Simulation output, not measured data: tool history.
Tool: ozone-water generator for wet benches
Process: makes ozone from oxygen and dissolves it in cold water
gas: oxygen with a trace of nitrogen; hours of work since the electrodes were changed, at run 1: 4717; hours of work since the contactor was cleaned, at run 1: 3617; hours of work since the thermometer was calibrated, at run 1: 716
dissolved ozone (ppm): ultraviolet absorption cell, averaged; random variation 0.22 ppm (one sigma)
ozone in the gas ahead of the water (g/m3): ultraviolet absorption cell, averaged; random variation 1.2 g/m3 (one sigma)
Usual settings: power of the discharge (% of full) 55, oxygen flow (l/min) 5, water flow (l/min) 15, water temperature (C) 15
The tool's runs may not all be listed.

run     day  power of the discharge (% of full)  oxygen flow (l/min)  water flow (l/min)  water temperature (C)  hours of work since the electrodes were changed  hours of work since the contactor was cleaned  hours of work since the thermometer was calibrated  dissolved ozone (ppm)  ozone in the gas ahead of the water (g/m3)
  1   0.000                                  55                    5                  15                     15                                             4717                                           3617                                                 716                   26.5                                       193.4
  2   6.358                                  55                    5                  15                     15                                             4861                                           3762                                                 861                   26.1                                       190.5
  3   9.400                                  81                    5                  15                     15                                             4930                                           3831                                                 930                   33.7                                       245.0
  4  13.221                                  81                    5                  15                     15                                             5017                                           3917                                                1016                   33.7                                       244.9
  5  17.017                                  55                    5                  15                     15                                             5103                                           4004                                                1102                   25.7                                       189.5
  6  21.888                                  55                    5                  15                     22                                             5214                                           4114                                                1213                   23.0                                       187.9
  7  27.462                                  55                    5                  15                     22                                             5340                                           4241                                                1339                   22.8                                       187.7
  8  31.350                                  55                    5                  15                     22                                             5429                                           4329                                                1428                   22.6                                       186.1
  9  37.417                                  55                    5                  15                     22                                             5566                                           4466                                                1565                   22.5                                       186.6

Run 10 comes next. What will it give?
 10  43.925                                  55                    5                  15                     11                                             5714                                           4614                                                1713                      ?                                           ?

{"run 10": {"dissolved ozone (ppm)": 26.8, "ozone in the gas ahead of the water (g/m3)": 184.2}}
Without the tool's hidden state the same run would have given dissolved ozone (ppm) 34.3, ozone in the gas ahead of the water (g/m3) 227.4.

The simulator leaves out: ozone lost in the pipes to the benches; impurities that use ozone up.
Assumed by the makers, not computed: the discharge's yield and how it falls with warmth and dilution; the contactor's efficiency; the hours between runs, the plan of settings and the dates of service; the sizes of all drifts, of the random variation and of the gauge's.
